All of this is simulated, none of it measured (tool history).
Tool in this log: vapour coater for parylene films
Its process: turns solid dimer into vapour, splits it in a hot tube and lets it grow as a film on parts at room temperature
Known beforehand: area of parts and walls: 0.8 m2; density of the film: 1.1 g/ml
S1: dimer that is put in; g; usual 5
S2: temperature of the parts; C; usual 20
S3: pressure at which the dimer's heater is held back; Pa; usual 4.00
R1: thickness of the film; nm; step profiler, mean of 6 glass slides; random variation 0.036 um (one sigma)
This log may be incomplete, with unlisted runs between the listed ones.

| run | hour | S1 | S2 | S3 | R1 |
|---|---|---|---|---|---|
| 1 | 0.0 | 5 | 20 | 4.00 | 3350 |
| 2 | 50.3 | 5 | 20 | 4.00 | 3380 |
| 3 | 90.6 | 5 | 20 | 4.00 | 3330 |
| 4 | 119.7 | 5 | 20 | 4.00 | 3310 |
| 5 | 156.6 | 5 | 20 | 4.00 | 3240 |
|  | 164.8 | table's thermometer calibrated |
| 6 | 189.9 | 5 | 20 | 4.00 | 3150 |
| 7 | 228.2 | 5 | 20 | 4.00 | 3210 |
| 8 | 257.8 | 6 | 20 | 2.66 | 3950 |
| 9 | 278.7 | 6 | 17 | 2.66 | 4480 |
| 10 | 326.7 | 6 | 17 | 2.66 | 4440 |
|  | 335.4 | table's thermometer calibrated, once more |
| 11 | 372.8 | 5 | 15 | 8.41 | 3830 |
| 12 | 400.2 | 5 | 15 | 8.41 | 3850 |
| 13 | 427.7 | 5 | 15 | 8.41 | 3760 |

Consider 3 possible next runs. They are alternatives, not a sequence: every one starts from the tool as it was left by run 13. What does each give?
|  | 466.5 | trap's valve overhauled |
| A | 476.7 | 7 | 19 | 4.87 | ? |
|  | 466.5 | trap's valve overhauled |
| B | 476.7 | 5 | 15 | 3.33 | ? |
|  | 466.5 | trap's valve overhauled |
| C | 476.7 | 5 | 18 | 2.77 | ? |

| run | R1 |
|---|---|
| A | 5160 |
| B | 4640 |
| C | 4160 |
With the hidden condition removed and each run's random variation left untouched, the same runs would have given:
| run | R1 |
|---|---|
| A | 5210 |
| B | 4690 |
| C | 4200 |
